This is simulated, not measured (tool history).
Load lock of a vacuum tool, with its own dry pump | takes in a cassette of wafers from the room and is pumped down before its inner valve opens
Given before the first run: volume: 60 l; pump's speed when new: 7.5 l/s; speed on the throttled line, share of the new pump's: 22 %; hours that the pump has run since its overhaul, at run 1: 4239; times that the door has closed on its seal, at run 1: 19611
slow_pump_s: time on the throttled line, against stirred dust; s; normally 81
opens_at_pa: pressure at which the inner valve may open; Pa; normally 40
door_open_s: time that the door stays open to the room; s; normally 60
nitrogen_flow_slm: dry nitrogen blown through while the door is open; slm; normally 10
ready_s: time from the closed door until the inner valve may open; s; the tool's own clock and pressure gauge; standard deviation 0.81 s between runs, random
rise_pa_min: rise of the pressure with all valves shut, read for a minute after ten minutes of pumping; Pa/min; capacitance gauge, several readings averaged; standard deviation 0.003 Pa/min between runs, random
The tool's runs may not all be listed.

| run | hour | slow_pump_s | opens_at_pa | door_open_s | nitrogen_flow_slm | hours that the pump has run since its overhaul | times that the door has closed on its seal | incoming humidity of the room's air, % | ready_s | rise_pa_min |
|---|---|---|---|---|---|---|---|---|---|---|
| 1 | 0.0 | 81 | 40 | 60 | 10 | 4239 | 19611 | 45.0 | 126.8 | 0.025 |
| 2 | 448.8 | 81 | 40 | 60 | 10 | 4688 | 20717 | 45.6 | 127.3 | 0.022 |
| 3 | 859.7 | 81 | 40 | 80 | 10 | 5099 | 21731 | 46.0 | 126.6 | 0.024 |
| 4 | 1351.4 | 81 | 40 | 80 | 10 | 5590 | 22943 | 43.2 | 126.4 | 0.026 |
|  | 1460.4 | door's seal changed, seat wiped |
| 5 | 2014.4 | 81 | 40 | 60 | 10 | 6252 | 1366 | 44.1 | 126.3 | 0.016 |
| 6 | 2415.6 | 81 | 40 | 60 | 10 | 6653 | 2355 | 47.7 | 125.5 | 0.016 |
| 7 | 2855.1 | 81 | 40 | 60 | 10 | 7092 | 3438 | 45.8 | 127.8 | 0.026 |
| 8 | 3492.4 | 81 | 40 | 60 | 10 | 7730 | 5010 | 42.6 | 127.4 | 0.023 |
| 9 | 3943.0 | 81 | 40 | 60 | 10 | 8180 | 6121 | 46.6 | 126.5 | 0.019 |
| 10 | 4514.7 | 81 | 40 | 60 | 5 | 8752 | 7530 | 45.0 | 125.5 | 0.025 |
| 11 | 4892.7 | 81 | 40 | 60 | 5 | 9130 | 8462 | 42.0 | 126.1 | 0.018 |
| 12 | 5378.5 | 81 | 40 | 60 | 5 | 9616 | 9660 | 43.7 | 125.8 | 0.025 |
| 13 | 5681.9 | 81 | 40 | 60 | 5 | 9919 | 10408 | 48.5 | 126.7 | 0.033 |
| 14 | 6286.7 | 81 | 40 | 60 | 5 | 10524 | 11899 | 42.9 | 127.1 | 0.022 |
| 15 | 6665.6 | 81 | 40 | 60 | 28 | 10903 | 12833 | 42.9 | 126.1 | 0.009 |
| 16 | 7237.8 | 81 | 40 | 60 | 28 | 11475 | 14244 | 44.8 | 126.7 | 0.013 |
| 17 | 7705.4 | 81 | 59 | 60 | 10 | 11943 | 15397 | 44.7 | 123.2 | 0.020 |
| 18 | 8363.7 | 81 | 59 | 60 | 10 | 12601 | 17020 | 45.6 | 123.9 | 0.025 |
| 19 | 8928.2 | 81 | 59 | 60 | 10 | 13166 | 18411 | 45.2 | 123.0 | 0.012 |
| 20 | 9309.0 | 56 | 37 | 116 | 12 | 13546 | 19350 | 45.3 | 107.5 | 0.034 |
| 21 | 9687.6 | 56 | 37 | 116 | 12 | 13925 | 20284 | 45.6 | 107.8 | 0.025 |
| 22 | 10265.6 | 56 | 37 | 116 | 12 | 14503 | 21709 | 43.8 | 108.0 | 0.029 |
| 23 | 10769.8 | 94 | 75 | 51 | 33 | 15007 | 22952 | 42.6 | 131.0 | 0.011 |
|  | 10901.5 | door's seal changed, seat wiped |
| 24 | 11281.3 | 94 | 75 | 51 | 21 | 15517 | 936 | 46.0 | 132.3 | 0.012 |
| 25 | 11738.1 | 94 | 75 | 51 | 21 | 15974 | 2062 | 49.4 | 132.6 | 0.015 |
| 26 | 12272.5 | 51 | 52 | 160 | 11 | 16508 | 3380 | 48.2 | 100.6 | 0.027 |
| 27 | 12717.8 | 80 | 52 | 160 | 6 | 16954 | 4478 | 45.1 | 122.8 | 0.038 |
| 28 | 13224.6 | 78 | 29 | 143 | 9 | 17461 | 5727 | 45.5 | 124.9 | 0.030 |
| 29 | 13669.5 | 91 | 55 | 200 | 33 | 17905 | 6824 | 43.7 | 130.8 | 0.023 |
| 30 | 14202.0 | 91 | 36 | 200 | 9 | 18438 | 8137 | 45.6 | 134.7 | 0.029 |
| 31 | 14628.0 | 91 | 36 | 200 | 9 | 18864 | 9187 | 41.8 | 133.8 | 0.033 |
| 32 | 15093.3 | 91 | 50 | 136 | 9 | 19329 | 10335 | 45.0 | 132.8 | 0.033 |
| 33 | 15553.6 | 81 | 40 | 162 | 16 | 19790 | 11469 | 46.1 | 126.3 | 0.029 |
| 34 | 15957.9 | 81 | 34 | 162 | 16 | 20194 | 12466 | 44.8 | 128.1 | 0.029 |
| 35 | 16291.1 | 81 | 34 | 40 | 39 | 20527 | 13288 | 46.4 | 127.4 | 0.008 |
| 36 | 16747.3 | 81 | 34 | 40 | 39 | 20983 | 14412 | 46.2 | 127.1 | 0.012 |

Forecast each of these 5 alternatives for the next run:
| A | 17170.9 | 81 | 34 | 226 | 39 | 21407 | 15457 | 43.5 | ? | ? |
| B | 17170.9 | 81 | 40 | 26 | 10 | 21407 | 15457 | 41.6 | ? | ? |
| C | 17170.9 | 77 | 63 | 72 | 10 | 21407 | 15457 | 43.9 | ? | ? |
| D | 17170.9 | 81 | 45 | 60 | 28 | 21407 | 15457 | 46.0 | ? | ? |
| E | 17170.9 | 81 | 59 | 34 | 39 | 21407 | 15457 | 44.6 | ? | ? |

| run | ready_s | rise_pa_min |
|---|---|---|
| A | 127.0 | 0.017 |
| B | 127.0 | 0.011 |
| C | 118.2 | 0.023 |
| D | 126.3 | 0.018 |
| E | 123.6 | 0.014 |
With the hidden condition removed and each run's random variation left untouched, the same runs would have given:
| run | ready_s | rise_pa_min |
|---|---|---|
| A | 126.9 | 0.016 |
| B | 126.9 | 0.010 |
| C | 118.1 | 0.022 |
| D | 126.2 | 0.017 |
| E | 123.5 | 0.013 |
